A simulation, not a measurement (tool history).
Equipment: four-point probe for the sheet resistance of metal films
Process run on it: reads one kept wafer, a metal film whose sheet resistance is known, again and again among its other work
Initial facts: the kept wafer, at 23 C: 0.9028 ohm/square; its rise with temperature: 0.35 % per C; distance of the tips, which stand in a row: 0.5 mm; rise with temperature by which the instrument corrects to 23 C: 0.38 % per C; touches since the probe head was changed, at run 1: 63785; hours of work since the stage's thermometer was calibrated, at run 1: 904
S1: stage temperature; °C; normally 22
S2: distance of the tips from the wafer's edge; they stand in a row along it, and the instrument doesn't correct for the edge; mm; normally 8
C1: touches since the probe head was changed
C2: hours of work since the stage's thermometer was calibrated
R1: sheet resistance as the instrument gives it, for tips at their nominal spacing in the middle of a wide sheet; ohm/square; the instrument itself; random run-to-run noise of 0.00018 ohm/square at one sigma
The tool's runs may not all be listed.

run	hour	S1	S2	C1	C2	R1
1	0.0	22	8	63785	904	0.905031
2	66.5	22	8	65892	942	0.904865
3	136.8	22	8	68121	982	0.904571
4	182.6	22	8	69573	1008	0.904740
5	240.5	22	25	71408	1041	0.903092
6	272.1	22	25	72410	1059	0.903272
7	347.5	22	8	74799	1103	0.905158
8	385.3	22	8	75998	1124	0.904987
9	434.8	31	8	77566	1153	0.902485
10	490.4	31	8	79329	1184	0.902262
11	536.3	31	8	80783	1211	0.902063
12	571.3	22	7	81893	1231	0.905314
13	647.4	30	7	84306	1274	0.903362
14	678.8	30	7	85302	1292	0.903278
15	730.8	30	7	86949	1322	0.903130
16	793.9	22	26	88950	1358	0.902966
17	826.0	22	26	89966	1376	0.903107
18	895.0	22	26	92153	1416	0.902996
19	949.0	25	3	93868	1447	0.915564
20	997.3	21	36	95398	1475	0.903260
21	1042.9	21	36	96842	1501	0.903484
22	1116.0	21	36	99160	1542	0.903110
23	1161.6	21	10	100605	1569	0.904280
24	1224.7	26	12	102604	1605	0.902648
25	1284.8	29	4	104511	1639	0.908896
26	1329.8	29	4	105937	1665	0.908452
27	1387.7	29	4	107772	1698	0.908475
28	1462.7	21	65	110148	1741	0.903172
29	1535.5	21	65	112456	1783	0.903138
30	1602.6	21	65	114585	1821	0.903379
31	1659.5	21	65	116389	1854	0.903244
32	1715.1	21	65	118151	1885	0.903008
33	1765.3	21	65	119742	1914	0.903139
34	1810.9	31	6	121186	1940	0.903546
35	1869.1	32	8	123032	1974	0.902164
36	1931.9	19	8	125023	2010	0.905646

4 ways to go on from here, each from the tool as it stands after run 36. What would each give?
A	2003.5	19	41	127293	2050	?
B	2003.5	23	25	127293	2050	?
C	2003.5	34	5	127293	2050	?
D	2003.5	22	12	127293	2050	?

run	R1
A	0.903925
B	0.903057
C	0.904992
D	0.903882
With no hidden state in the tool, these same runs would have given:
run	R1
A	0.904077
B	0.903209
C	0.905144
D	0.904034

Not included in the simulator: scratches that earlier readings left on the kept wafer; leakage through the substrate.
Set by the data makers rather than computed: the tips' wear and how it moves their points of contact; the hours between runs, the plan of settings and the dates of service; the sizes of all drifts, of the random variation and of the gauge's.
